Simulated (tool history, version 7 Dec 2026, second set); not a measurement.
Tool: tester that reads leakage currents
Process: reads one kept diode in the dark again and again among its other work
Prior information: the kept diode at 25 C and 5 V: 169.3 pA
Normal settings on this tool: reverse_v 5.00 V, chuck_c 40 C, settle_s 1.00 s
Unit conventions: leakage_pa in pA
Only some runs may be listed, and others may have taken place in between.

{"run": 1, "day": 0.0, "reverse_v": 5.0, "chuck_c": 40, "settle_s": 1.0, "leakage_pa": 495.29}
{"run": 2, "day": 6.429, "reverse_v": 5.0, "chuck_c": 40, "settle_s": 2.96, "leakage_pa": 495.76}
{"run": 3, "day": 9.658, "reverse_v": 5.34, "chuck_c": 40, "settle_s": 1.0, "leakage_pa": 513.39}
{"run": 4, "day": 13.662, "reverse_v": 5.34, "chuck_c": 40, "settle_s": 1.0, "leakage_pa": 517.31}
{"run": 5, "day": 17.267, "reverse_v": 5.0, "chuck_c": 40, "settle_s": 1.0, "leakage_pa": 500.04}
{"run": 6, "day": 22.025, "reverse_v": 5.0, "chuck_c": 40, "settle_s": 1.0, "leakage_pa": 503.11}
{"run": 7, "day": 29.392, "reverse_v": 5.0, "chuck_c": 40, "settle_s": 1.0, "leakage_pa": 504.23}
{"run": 8, "day": 33.779, "reverse_v": 5.0, "chuck_c": 40, "settle_s": 1.0, "leakage_pa": 501.45}
{"run": 9, "day": 40.762, "reverse_v": 5.0, "chuck_c": 40, "settle_s": 1.0, "leakage_pa": 506.35}
{"run": 10, "day": 46.412, "reverse_v": 5.0, "chuck_c": 40, "settle_s": 1.0, "leakage_pa": 505.72}
{"run": 11, "day": 51.275, "reverse_v": 5.0, "chuck_c": 40, "settle_s": 1.0, "leakage_pa": 506.8}
{"run": 12, "day": 55.154, "reverse_v": 1.58, "chuck_c": 51, "settle_s": 3.31, "leakage_pa": 569.15}
{"run": 13, "day": 60.717, "reverse_v": 4.49, "chuck_c": 31, "settle_s": 1.09, "leakage_pa": 263.42}
{"run": 14, "day": 66.796, "reverse_v": 4.49, "chuck_c": 22, "settle_s": 1.09, "leakage_pa": 140.27}
{"day": 67.283, "done": "tester calibrated"}
{"run": 15, "day": 74.729, "reverse_v": 5.0, "chuck_c": 32, "settle_s": 3.42, "leakage_pa": 298.31}
{"run": 16, "day": 80.033, "reverse_v": 14.93, "chuck_c": 55, "settle_s": 0.99, "leakage_pa": 2283.39}
{"run": 17, "day": 87.854, "reverse_v": 5.03, "chuck_c": 40, "settle_s": 1.0, "leakage_pa": 514.87}
{"day": 90.408, "done": "tester calibrated, once more"}
{"run": 18, "day": 91.479, "reverse_v": 5.03, "chuck_c": 40, "settle_s": 1.0, "leakage_pa": 522.28}
{"run": 19, "day": 95.396, "reverse_v": 13.88, "chuck_c": 33, "settle_s": 9.21, "leakage_pa": 557.68}
{"run": 20, "day": 101.329, "reverse_v": 1.4, "chuck_c": 44, "settle_s": 9.21, "leakage_pa": 352.11}
{"day": 103.767, "done": "probe card cleaned and baked"}
{"run": 21, "day": 107.879, "reverse_v": 9.17, "chuck_c": 44, "settle_s": 5.77, "leakage_pa": 924.92}
{"day": 108.662, "done": "chuck's temperature calibrated"}
{"run": 22, "day": 112.104, "reverse_v": 5.0, "chuck_c": 33, "settle_s": 8.53, "leakage_pa": 303.91}

Results per run with the tool's hidden condition removed, run-to-run variation unchanged:
The hidden state here: stray current of the dirty probe card, pA a volt; current scale over the true one, %; true chuck temperature over the reading, C; drift of the gauge itself on leakage_pa, %.
run=1 leakage_pa=483.57
run=2 leakage_pa=482.47
run=3 leakage_pa=498.83
run=4 leakage_pa=501.63
run=5 leakage_pa=484.01
run=6 leakage_pa=485.90
run=7 leakage_pa=485.37
run=8 leakage_pa=481.61
run=9 leakage_pa=484.71
run=10 leakage_pa=482.82
run=11 leakage_pa=482.68
run=12 leakage_pa=545.59
run=13 leakage_pa=247.62
run=14 leakage_pa=129.31
run=15 leakage_pa=279.12
run=16 leakage_pa=2170.88
run=17 leakage_pa=483.49
run=18 leakage_pa=482.33
run=19 leakage_pa=503.44
run=20 leakage_pa=326.34
run=21 leakage_pa=858.65
run=22 leakage_pa=300.29
